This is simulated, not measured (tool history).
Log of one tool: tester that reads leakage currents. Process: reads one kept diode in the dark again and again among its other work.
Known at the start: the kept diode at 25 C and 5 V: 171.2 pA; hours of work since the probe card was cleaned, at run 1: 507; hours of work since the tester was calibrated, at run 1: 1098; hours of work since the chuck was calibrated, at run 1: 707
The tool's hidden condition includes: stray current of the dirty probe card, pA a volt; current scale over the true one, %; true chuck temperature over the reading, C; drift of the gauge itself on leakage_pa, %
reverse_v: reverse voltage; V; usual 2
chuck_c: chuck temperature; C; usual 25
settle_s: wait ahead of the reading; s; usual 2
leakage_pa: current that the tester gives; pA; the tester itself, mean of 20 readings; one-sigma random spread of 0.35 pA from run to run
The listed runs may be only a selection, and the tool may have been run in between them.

run      day  reverse_v  chuck_c  settle_s  hours of work since the probe card was cleaned  hours of work since the tester was calibrated  hours of work since the chuck was calibrated  leakage_pa
  1        0          2       25         2                                             507                                           1098                                           707      120.94
  2    9.329          2       25         2                                             648                                           1239                                           848      121.91
  3   19.633          2       25         2                                             804                                           1395                                          1004       123.3
  4   29.004          2       28         2                                             945                                           1536                                          1146      159.83
  5   35.058          2       43         2                                            1037                                           1628                                          1237      526.88
  6   43.883          2       20         2                                            1170                                           1761                                          1370       82.09
  7   51.942          2       20         2                                            1292                                           1883                                          1492       83.32
  8   59.908          2       20         2                                            1412                                           2003                                          1613       84.14
      65.104  -- tester calibrated
  9   68.046          2       20         2                                            1534                                             44                                          1734       82.35
 10     73.5          2       59         2                                            1616                                            127                                          1817     1662.31
 11   79.108          2       36         2                                            1701                                            212                                          1901      311.59
 12     88.5          2       36         2                                            1843                                            354                                          2043      312.79
 13   95.217          2       36         2                                            1945                                            455                                          2145      313.68
 14  100.433          2       36         2                                            2023                                            534                                          2224      315.01
     106.225  -- chuck's temperature calibrated
 15  107.729       9.47       53      6.79                                            2132                                            643                                            23     2052.78
 16  114.308       5.42       41      2.52                                            2232                                            742                                           122      668.48
 17  123.538       5.42       41      2.52                                            2371                                            882                                           262      674.17
     124.112  -- probe card cleaned and baked
 18  132.617        1.5       25      3.35                                             129                                           1017                                           397      107.38
 19   138.65       2.08       25         2                                             220                                           1108                                           488      125.42
 20  146.954       1.97       25       3.6                                             345                                           1234                                           614      123.17
     149.767  -- probe card cleaned and baked, once more
 21  155.425       2.53       33       3.6                                              85                                           1360                                           740      261.72
 22  164.279      10.46       51      1.57                                             219                                           1494                                           874      1928.3
 23  173.279       4.29       24      0.98                                             355                                           1630                                          1010      158.94
 24  178.317       4.29       24      0.98                                             431                                           1706                                          1086      160.38
 25  185.125       4.41       42      1.23                                             534                                           1809                                          1189      692.77
 26  191.829       4.41       31      1.23                                             636                                           1910                                          1290      292.35
 27    200.5       2.79       56      5.79                                             767                                           2041                                          1421      1574.4

Below are 4 alternative next runs, each starting from the tool's condition after run 27. Predict each:
     202.954  -- tester calibrated
  A  210.962          2       60      2.13                                             924                                            121                                          1578           ?
     202.954  -- tester calibrated
  B  210.962       5.85       25         2                                             924                                            121                                          1578           ?
     202.954  -- tester calibrated
  C  210.962          2       26         2                                             924                                            121                                          1578           ?
     202.954  -- tester calibrated
  D  210.962       2.79       54      5.79                                             924                                            121                                          1578           ?

run  leakage_pa
  A     1769.33
  B      202.03
  C      136.39
  D     1348.84
Stripped of hidden state, with their random variation kept, the same runs would have yielded:
run  leakage_pa
  A     1663.77
  B      184.37
  C       125.5
  D      1264.9
